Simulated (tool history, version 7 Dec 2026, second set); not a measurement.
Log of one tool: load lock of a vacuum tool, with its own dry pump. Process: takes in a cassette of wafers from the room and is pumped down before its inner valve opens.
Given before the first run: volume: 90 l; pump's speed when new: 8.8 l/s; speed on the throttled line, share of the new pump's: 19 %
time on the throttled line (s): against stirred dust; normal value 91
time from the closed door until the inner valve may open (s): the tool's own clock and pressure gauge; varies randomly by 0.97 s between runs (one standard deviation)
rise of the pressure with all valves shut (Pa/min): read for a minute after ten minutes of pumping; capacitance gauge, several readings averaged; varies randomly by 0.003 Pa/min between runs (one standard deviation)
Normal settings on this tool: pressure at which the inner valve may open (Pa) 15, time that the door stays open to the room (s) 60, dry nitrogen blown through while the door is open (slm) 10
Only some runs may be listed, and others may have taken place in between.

| run | day | time on the throttled line (s) | pressure at which the inner valve may open (Pa) | time that the door stays open to the room (s) | dry nitrogen blown through while the door is open (slm) | incoming humidity of the room's air, % | time from the closed door until the inner valve may open (s) | rise of the pressure with all valves shut (Pa/min) |
|---|---|---|---|---|---|---|---|---|
| 1 | 0.000 | 91 | 15 | 60 | 10 | 46.1 | 163.6 | 0.037 |
| 2 | 7.862 | 91 | 15 | 60 | 10 | 41.4 | 162.9 | 0.037 |
| 3 | 12.562 | 91 | 18 | 60 | 10 | 43.3 | 162.4 | 0.038 |
| 4 | 20.662 | 91 | 18 | 60 | 10 | 45.2 | 163.0 | 0.041 |
| 5 | 28.142 | 91 | 18 | 60 | 10 | 47.0 | 162.5 | 0.036 |
| 6 | 32.138 | 91 | 18 | 60 | 10 | 48.6 | 161.8 | 0.036 |
| 7 | 38.629 | 91 | 18 | 60 | 10 | 44.6 | 164.0 | 0.039 |
| 8 | 42.167 | 91 | 18 | 60 | 10 | 43.9 | 163.4 | 0.035 |
| 9 | 47.796 | 91 | 18 | 60 | 10 | 42.1 | 163.9 | 0.034 |
| 10 | 54.267 | 91 | 15 | 60 | 10 | 49.9 | 164.3 | 0.041 |
| 11 | 60.067 | 91 | 15 | 60 | 4 | 43.8 | 164.1 | 0.046 |
| 12 | 67.558 | 91 | 15 | 60 | 32 | 46.3 | 165.0 | 0.029 |

Estimate the outcome of run 13 from the log above:
| 13 | 75.875 | 55 | 15 | 60 | 10 | 45.4 | ? | ? |

Run 13 measured time from the closed door until the inner valve may open (s) 136.5, rise of the pressure with all valves shut (Pa/min) 0.040.
With the hidden condition absent and the run-to-run variation left alone, this run would have shown time from the closed door until the inner valve may open (s) 135.1, rise of the pressure with all valves shut (Pa/min) 0.025.
